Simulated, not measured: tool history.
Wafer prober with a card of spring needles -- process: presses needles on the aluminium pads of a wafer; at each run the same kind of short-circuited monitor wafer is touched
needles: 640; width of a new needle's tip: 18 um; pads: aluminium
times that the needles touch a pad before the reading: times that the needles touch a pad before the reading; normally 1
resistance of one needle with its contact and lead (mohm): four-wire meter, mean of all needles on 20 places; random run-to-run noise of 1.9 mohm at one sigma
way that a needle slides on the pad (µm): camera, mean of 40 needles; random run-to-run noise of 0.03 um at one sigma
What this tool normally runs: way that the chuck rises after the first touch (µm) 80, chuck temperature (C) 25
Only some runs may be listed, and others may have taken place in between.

| run | hour | way that the chuck rises after the first touch (µm) | chuck temperature (C) | times that the needles touch a pad before the reading | resistance of one needle with its contact and lead (mohm) | way that a needle slides on the pad (µm) |
|---|---|---|---|---|---|---|
| 1 | 0 | 80 | 25 | 1 | 258 | 10.29 |
| 2 | 7 | 80 | 25 | 1 | 344 | 10.22 |
|  | 12.5 | tips cleaned on abrasive film |
| 3 | 14.5 | 80 | 25 | 1 | 258 | 10.2 |
| 4 | 22.4 | 67 | 25 | 1 | 412 | 8.5 |
|  | 27 | tips cleaned on abrasive film |
| 5 | 30.4 | 67 | 25 | 1 | 308 | 8.52 |
|  | 41.8 | tips cleaned on abrasive film |
| 6 | 45.6 | 67 | 25 | 1 | 331 | 8.49 |
|  | 55.8 | tips cleaned on abrasive film |
| 7 | 61.6 | 67 | 25 | 1 | 360 | 8.49 |
| 8 | 69.6 | 84 | 25 | 1 | 370 | 10.69 |
|  | 70.7 | tips cleaned on abrasive film |
| 9 | 77.8 | 80 | 121 | 1 | 337 | 10.13 |
|  | 85.5 | tips cleaned on abrasive film |
| 10 | 91.6 | 80 | 25 | 1 | 310 | 10.18 |
|  | 99.9 | tips cleaned on abrasive film |
| 11 | 106.6 | 80 | 88 | 1 | 327 | 10.14 |
|  | 114.5 | tips cleaned on abrasive film |
| 12 | 122.1 | 80 | 88 | 1 | 333 | 10.19 |
|  | 129.8 | tips cleaned on abrasive film |
| 13 | 136.5 | 80 | 25 | 3 | 245 | 10.11 |
|  | 143.8 | tips cleaned on abrasive film |
| 14 | 152.6 | 80 | 25 | 1 | 337 | 10.13 |
|  | 159 | tips cleaned on abrasive film |
| 15 | 160.5 | 80 | 25 | 3 | 223 | 10.11 |
|  | 173.9 | tips cleaned on abrasive film |
| 16 | 177.4 | 80 | 25 | 1 | 284 | 10.14 |
|  | 188 | tips cleaned on abrasive film |
| 17 | 188.2 | 80 | 39 | 3 | 215 | 10.05 |
|  | 202.5 | tips cleaned on abrasive film |
| 18 | 204.5 | 61 | 38 | 2 | 269 | 7.66 |
| 19 | 213.6 | 77 | 36 | 1 | 382 | 9.74 |
|  | 216.9 | tips cleaned on abrasive film |
| 20 | 223 | 77 | 36 | 1 | 316 | 9.76 |
|  | 231.4 | tips cleaned on abrasive film |
| 21 | 237.1 | 77 | 36 | 1 | 319 | 9.69 |
|  | 245.8 | tips cleaned on abrasive film |
| 22 | 251.1 | 87 | 70 | 1 | 293 | 10.97 |
| 23 | 259.6 | 87 | 70 | 1 | 358 | 10.91 |
|  | 261.2 | tips cleaned on abrasive film |
| 24 | 270.7 | 70 | 46 | 1 | 397 | 8.77 |
|  | 275.3 | tips cleaned on abrasive film |
| 25 | 284.8 | 70 | 46 | 1 | 402 | 8.79 |
|  | 290.1 | tips cleaned on abrasive film |
| 26 | 294.1 | 63 | 34 | 2 | 299 | 7.85 |
|  | 304.2 | tips cleaned on abrasive film |
| 27 | 305.1 | 98 | 82 | 2 | 227 | 12.35 |
| 28 | 313.7 | 77 | 59 | 1 | 368 | 9.63 |
|  | 319 | tips cleaned on abrasive film |
| 29 | 326.5 | 77 | 59 | 1 | 345 | 9.63 |
|  | 333.3 | tips cleaned on abrasive film |
| 30 | 338.5 | 95 | 40 | 2 | 252 | 11.9 |
|  | 347.4 | tips cleaned on abrasive film |
| 31 | 347.8 | 95 | 40 | 2 | 220 | 11.93 |
| 32 | 357.4 | 61 | 35 | 2 | 376 | 7.52 |

Consider 3 possible next runs. They are alternatives, not a sequence: every one starts from the tool as it was left by run 32. What does each give?
|  | 362 | tips cleaned on abrasive film |
| A | 370.7 | 64 | 42 | 1 | ? | ? |
|  | 362 | tips cleaned on abrasive film |
| B | 370.7 | 64 | 63 | 2 | ? | ? |
|  | 362 | tips cleaned on abrasive film |
| C | 370.7 | 73 | 25 | 1 | ? | ? |

| run | resistance of one needle with its contact and lead (mohm) | way that a needle slides on the pad (µm) |
|---|---|---|
| A | 440 | 7.94 |
| B | 347 | 7.94 |
| C | 377 | 9.04 |
Had the tool no hidden state, the same runs would have come out as:
| run | resistance of one needle with its contact and lead (mohm) | way that a needle slides on the pad (µm) |
|---|---|---|
| A | 220 | 8.28 |
| B | 220 | 8.28 |
| C | 206 | 9.38 |

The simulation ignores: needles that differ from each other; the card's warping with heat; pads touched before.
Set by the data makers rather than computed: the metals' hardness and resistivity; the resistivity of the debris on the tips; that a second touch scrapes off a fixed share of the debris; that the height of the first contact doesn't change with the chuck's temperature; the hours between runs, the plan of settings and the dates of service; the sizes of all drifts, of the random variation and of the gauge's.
